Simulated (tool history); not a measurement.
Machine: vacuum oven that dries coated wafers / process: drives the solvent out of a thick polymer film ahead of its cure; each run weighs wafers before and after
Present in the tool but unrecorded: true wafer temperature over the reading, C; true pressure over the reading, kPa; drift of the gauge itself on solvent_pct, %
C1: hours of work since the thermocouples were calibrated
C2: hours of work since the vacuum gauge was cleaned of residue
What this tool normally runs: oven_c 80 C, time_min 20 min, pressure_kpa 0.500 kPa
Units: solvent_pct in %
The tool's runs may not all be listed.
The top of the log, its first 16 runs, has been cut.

run 17 hour=308.3 | oven_c=80 time_min=20 pressure_kpa=0.500 | C1=90 C2=320 | solvent_pct=0.90
run 18 hour=326.7 | oven_c=80 time_min=20 pressure_kpa=0.500 | C1=101 C2=331 | solvent_pct=0.90
run 19 hour=345.2 | oven_c=80 time_min=14 pressure_kpa=0.500 | C1=111 C2=341 | solvent_pct=2.12
run 20 hour=363.8 | oven_c=80 time_min=14 pressure_kpa=0.500 | C1=122 C2=352 | solvent_pct=2.09
run 21 hour=386.7 | oven_c=89 time_min=20 pressure_kpa=0.500 | C1=135 C2=365 | solvent_pct=0.21
run 22 hour=397.1 | oven_c=89 time_min=20 pressure_kpa=0.500 | C1=141 C2=371 | solvent_pct=0.20
run 23 hour=408.6 | oven_c=89 time_min=20 pressure_kpa=0.500 | C1=147 C2=378 | solvent_pct=0.22
run 24 hour=424.5 | oven_c=89 time_min=20 pressure_kpa=0.500 | C1=156 C2=387 | solvent_pct=0.20
run 25 hour=447.6 | oven_c=89 time_min=20 pressure_kpa=0.500 | C1=169 C2=400 | solvent_pct=0.20
run 26 hour=471.7 | oven_c=82 time_min=12 pressure_kpa=0.500 | C1=183 C2=413 | solvent_pct=2.24
run 27 hour=484.2 | oven_c=92 time_min=12 pressure_kpa=0.273 | C1=190 C2=421 | solvent_pct=0.49
run 28 hour=505.4 | oven_c=92 time_min=12 pressure_kpa=0.273 | C1=202 C2=433 | solvent_pct=0.47
run 29 hour=519.5 | oven_c=92 time_min=12 pressure_kpa=1.370 | C1=210 C2=441 | solvent_pct=0.64
run 30 hour=531.9 | oven_c=80 time_min=11 pressure_kpa=0.500 | C1=217 C2=448 | solvent_pct=3.28
run 31 hour=552.4 | oven_c=85 time_min=23 pressure_kpa=0.793 | C1=229 C2=459 | solvent_pct=0.33
run 32 hour=568.3 | oven_c=80 time_min=36 pressure_kpa=0.500 | C1=238 C2=468 | solvent_pct=0.23

Run 33 has not been measured yet. What should we expect?
run 33 hour=584.7 | oven_c=70 time_min=36 pressure_kpa=0.339 | C1=248 C2=478 | solvent_pct=?

solvent_pct: 0.92 %
On a tool with no hidden condition, and with the same random variation, this run would have come out at solvent_pct 0.95 %.
